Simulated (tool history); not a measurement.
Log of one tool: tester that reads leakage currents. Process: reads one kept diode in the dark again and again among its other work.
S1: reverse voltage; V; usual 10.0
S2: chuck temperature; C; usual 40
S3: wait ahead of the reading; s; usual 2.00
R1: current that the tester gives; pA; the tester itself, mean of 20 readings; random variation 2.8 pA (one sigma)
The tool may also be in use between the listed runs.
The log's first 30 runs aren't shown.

Run 31, hour 5155.5: usual settings but S1 9.9 V, S2 47 C, S3 0.89 s. Result: R1 1604.72 pA.
Run 32, hour 5303.2: usual settings but S1 1.1 V, S2 24 C, S3 4.77 s. Result: R1 85.76 pA.
Run 33, hour 5451.2: usual settings but S1 19.1 V, S2 35 C, S3 0.94 s. Result: R1 808.22 pA.
Run 34, hour 5618.1: usual settings but S1 19.1 V, S2 35 C, S3 0.94 s. Result: R1 811.90 pA.
Run 35, hour 5843.0: usual settings but S1 19.1 V, S2 35 C, S3 0.94 s. Result: R1 811.64 pA.
Run 36, hour 6074.0: usual settings but S1 2.1 V, S3 0.51 s. Result: R1 457.17 pA.
Run 37, hour 6330.0: usual settings but S1 2.1 V, S2 30 C, S3 2.21 s. Result: R1 195.82 pA.
Run 38, hour 6466.6: usual settings but S1 1.7 V, S2 28 C, S3 1.61 s. Result: R1 149.91 pA.
Run 39, hour 6669.2: usual settings but S1 1.7 V, S2 28 C, S3 1.61 s. Result: R1 148.92 pA.
Run 40, hour 6819.4: usual settings but S1 3.4 V. Result: R1 566.25 pA.

3 ways to go on from here, each from the tool as it stands after run 40. What would each give?
Run A, hour 7033.3: usual settings but S2 59 C, S3 0.38 s. Result: R1 ?.
Run B, hour 7033.3: usual settings but S2 37 C. Result: R1 ?.
Run C, hour 7033.3: usual settings but S1 3.4 V, S2 44 C. Result: R1 ?.

run       R1
  A  4009.75
  B   712.54
  C   785.77
Without the tool's hidden state the same runs would have given:
run       R1
  A  4007.88
  B   712.12
  C   785.35
